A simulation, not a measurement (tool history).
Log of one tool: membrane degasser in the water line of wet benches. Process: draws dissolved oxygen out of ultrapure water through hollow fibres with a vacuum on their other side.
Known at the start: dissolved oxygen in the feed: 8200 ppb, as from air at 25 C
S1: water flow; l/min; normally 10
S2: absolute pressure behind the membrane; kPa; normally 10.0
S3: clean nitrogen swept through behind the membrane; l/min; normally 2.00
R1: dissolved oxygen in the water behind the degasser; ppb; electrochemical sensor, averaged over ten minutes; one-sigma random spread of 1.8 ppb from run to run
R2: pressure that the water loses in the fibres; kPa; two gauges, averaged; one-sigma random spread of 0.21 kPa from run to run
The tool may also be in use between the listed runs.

run 1 day=0.000 | S1=10 S2=10.0 S3=2.00 | R1=188.2 R2=47.65
run 2 day=3.354 | S1=10 S2=10.0 S3=2.00 | R1=189.5 R2=47.67
run 3 day=6.921 | S1=7 S2=10.0 S3=2.00 | R1=90.0 R2=33.30
run 4 day=9.208 | S1=7 S2=10.0 S3=2.00 | R1=91.0 R2=33.57
run 5 day=13.025 | S1=7 S2=10.0 S3=2.00 | R1=89.3 R2=33.45
run 6 day=14.858 | S1=7 S2=10.0 S3=2.00 | R1=90.2 R2=33.04
run 7 day=17.246 | S1=7 S2=10.0 S3=2.00 | R1=90.7 R2=33.38
run 8 day=20.233 | S1=7 S2=10.0 S3=2.00 | R1=91.9 R2=33.38
run 9 day=23.446 | S1=10 S2=19.1 S3=2.00 | R1=295.6 R2=47.83
run 10 day=27.033 | S1=7 S2=19.1 S3=2.00 | R1=167.5 R2=33.26
run 11 day=29.021 | S1=10 S2=10.0 S3=2.00 | R1=189.3 R2=47.63
-- day=29.304 vacuum gauge calibrated
run 12 day=31.771 | S1=12 S2=14.2 S3=4.36 | R1=254.0 R2=57.27
run 13 day=34.846 | S1=12 S2=14.2 S3=4.36 | R1=253.5 R2=57.23
-- day=36.208 vacuum gauge calibrated, once more
run 14 day=37.058 | S1=12 S2=14.2 S3=4.36 | R1=245.8 R2=57.30
run 15 day=38.725 | S1=10 S2=15.3 S3=3.00 | R1=200.7 R2=47.73
run 16 day=40.433 | S1=9 S2=15.3 S3=3.00 | R1=166.2 R2=42.99
run 17 day=43.975 | S1=8 S2=10.4 S3=3.00 | R1=99.6 R2=38.18
run 18 day=47.833 | S1=11 S2=10.4 S3=3.00 | R1=203.8 R2=52.75
run 19 day=49.525 | S1=10 S2=18.1 S3=2.67 | R1=244.0 R2=47.97
run 20 day=52.125 | S1=6 S2=13.4 S3=0.93 | R1=176.6 R2=28.95
run 21 day=55.629 | S1=9 S2=23.8 S3=2.00 | R1=297.5 R2=42.78
run 22 day=58.050 | S1=9 S2=8.0 S3=3.62 | R1=108.6 R2=43.08

3 options for the next run, each taken on its own from the tool as it stands now. Forecast them:
run A day=61.196 | S1=15 S2=8.6 S3=2.87 | R1=? R2=?
run B day=61.196 | S1=10 S2=10.0 S3=1.98 | R1=? R2=?
run C day=61.196 | S1=11 S2=7.5 S3=1.41 | R1=? R2=?

run=A R1=373.6 R2=71.88
run=B R1=190.0 R2=47.82
run=C R1=221.4 R2=52.70
Without the tool's hidden state the same runs would have given:
run=A R1=356.9 R2=70.70
run=B R1=181.9 R2=47.04
run=C R1=211.5 R2=51.83

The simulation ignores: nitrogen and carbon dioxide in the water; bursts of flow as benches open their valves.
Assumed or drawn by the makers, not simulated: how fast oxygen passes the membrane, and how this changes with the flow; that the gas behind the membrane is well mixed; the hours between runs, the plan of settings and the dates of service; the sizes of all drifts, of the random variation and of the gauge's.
